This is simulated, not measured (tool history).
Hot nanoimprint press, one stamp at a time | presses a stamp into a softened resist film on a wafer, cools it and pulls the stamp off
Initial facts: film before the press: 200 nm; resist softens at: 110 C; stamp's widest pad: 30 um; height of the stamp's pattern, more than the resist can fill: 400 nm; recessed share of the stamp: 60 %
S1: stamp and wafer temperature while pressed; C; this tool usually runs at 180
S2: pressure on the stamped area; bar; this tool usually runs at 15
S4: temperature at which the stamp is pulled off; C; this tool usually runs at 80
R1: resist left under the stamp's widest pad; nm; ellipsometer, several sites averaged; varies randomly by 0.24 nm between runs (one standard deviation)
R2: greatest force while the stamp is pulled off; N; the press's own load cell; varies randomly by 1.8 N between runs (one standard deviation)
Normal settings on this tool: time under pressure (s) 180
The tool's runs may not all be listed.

Run 1, hour 0: usual settings. Result: R1 107.1 nm, R2 171 N.
Run 2, hour 41.9: usual settings but S4 68 C. Result: R1 107 nm, R2 207 N.
Run 3, hour 126.7: usual settings but S1 182 C. Result: R1 98.4 nm, R2 165 N.
Run 4, hour 206.1: usual settings but S1 182 C. Result: R1 98.5 nm, R2 167 N.
At hour 261.9: plate thermocouple calibrated.
Run 5, hour 266.5: usual settings but S1 184 C. Result: R1 90.5 nm, R2 170 N.
Run 6, hour 313.5: usual settings but S1 184 C. Result: R1 90.3 nm, R2 167 N.
Run 7, hour 368.9: usual settings but S1 184 C, S4 79 C. Result: R1 90.3 nm, R2 173 N.
At hour 424.4: stamp cleaned and given a new release coat.
Run 8, hour 445.9: usual settings. Result: R1 107.7 nm, R2 165 N.
Run 9, hour 532.5: usual settings. Result: R1 107.6 nm, R2 170 N.
Run 10, hour 573.1: usual settings. Result: R1 107.8 nm, R2 166 N.
Run 11, hour 619.9: usual settings but S4 79 C. Result: R1 107.7 nm, R2 171 N.
Run 12, hour 670.5: usual settings. Result: R1 107.5 nm, R2 169 N.
Run 13, hour 736.9: usual settings. Result: R1 108.1 nm, R2 167 N.
At hour 805.6: plate thermocouple calibrated.
Run 14, hour 805.6: usual settings but S4 70 C. Result: R1 108.5 nm, R2 203 N.
Run 15, hour 891.9: usual settings but S4 70 C. Result: R1 107.9 nm, R2 199 N.
At hour 930.4: stamp cleaned and given a new release coat.
Run 16, hour 938.1: usual settings but S2 10 bar, S4 87 C. Result: R1 129.7 nm, R2 142 N.
Run 17, hour 997.7: usual settings but S2 16 bar, time under pressure (s) 339, S4 69 C. Result: R1 84.9 nm, R2 207 N.
Run 18, hour 1060.4: usual settings but S2 12.8 bar, S4 82 C. Result: R1 116.8 nm, R2 163 N.
Run 19, hour 1107.7: usual settings but S1 172 C, S2 12.8 bar, S4 77 C. Result: R1 155.5 nm, R2 175 N.
At hour 1155.4: press's hydraulic seals changed and the load cell set to zero.
Run 20, hour 1202.3: usual settings but S1 172 C, S2 16.7 bar, time under pressure (s) 357, S4 77 C. Result: R1 118.9 nm, R2 179 N.
Run 21, hour 1247.4: usual settings but S1 185 C, S2 21.7 bar, time under pressure (s) 357, S4 77 C. Result: R1 55.3 nm, R2 178 N.
Run 22, hour 1339.7: usual settings but S1 179 C, S2 22.9 bar, time under pressure (s) 174, S4 82 C. Result: R1 93.2 nm, R2 165 N.
At hour 1358.3: plate thermocouple calibrated.
Run 23, hour 1383.2: usual settings but S1 191 C, S2 16.8 bar, time under pressure (s) 246. Result: R1 56.1 nm, R2 170 N.
At hour 1450.9: stamp cleaned and given a new release coat.
Run 24, hour 1452.8: usual settings but S1 191 C, S2 22.1 bar, time under pressure (s) 186, S4 85 C. Result: R1 53.3 nm, R2 151 N.
Run 25, hour 1523.6: usual settings but S1 170 C, time under pressure (s) 308. Result: R1 141.2 nm, R2 166 N.
Run 26, hour 1563.7: usual settings but S1 191 C, time under pressure (s) 118. Result: R1 79 nm, R2 169 N.
Run 27, hour 1602.3: usual settings but S2 11.6 bar, time under pressure (s) 103, S4 72 C. Result: R1 142 nm, R2 193 N.
Run 28, hour 1695.6: usual settings but S2 18.1 bar, time under pressure (s) 103, S4 72 C. Result: R1 118.9 nm, R2 192 N.
Run 29, hour 1783.1: usual settings but S2 18.1 bar, time under pressure (s) 249, S4 68 C. Result: R1 89 nm, R2 209 N.

How would selected steps in R1 from run to run divide? Give the signed amount a tool lacking its hidden state would still show from settings, what came in and random variation, and the signed amount left for the hidden state, including any gauge scatter that is not in both of the compared results.
Unlogged tool condition in this case: true temperature over the reading, C; pressure that arrives at the usual setting, %; grip of the stamp's worn release coat, % over a new coat's; drift of the gauge itself on residual_nm, %; drift of the gauge itself on pull_off_n, %.
Run 20 -> 21: S1 172 -> 185, S2 16.7 -> 21.7. R1 -63.6 nm: hidden state -0.9, all else -62.7.
Run 24 -> 25: S1 191 -> 170, S2 22.1 -> 15, time under pressure (s) 186 -> 308, S4 85 -> 80. R1 +87.9 nm: hidden state +1.5, all else +86.4.
Run 26 -> 27: S1 191 -> 180, S2 15 -> 11.6, time under pressure (s) 118 -> 103, S4 80 -> 72. R1 +63 nm: hidden state +1.2, all else +61.8.
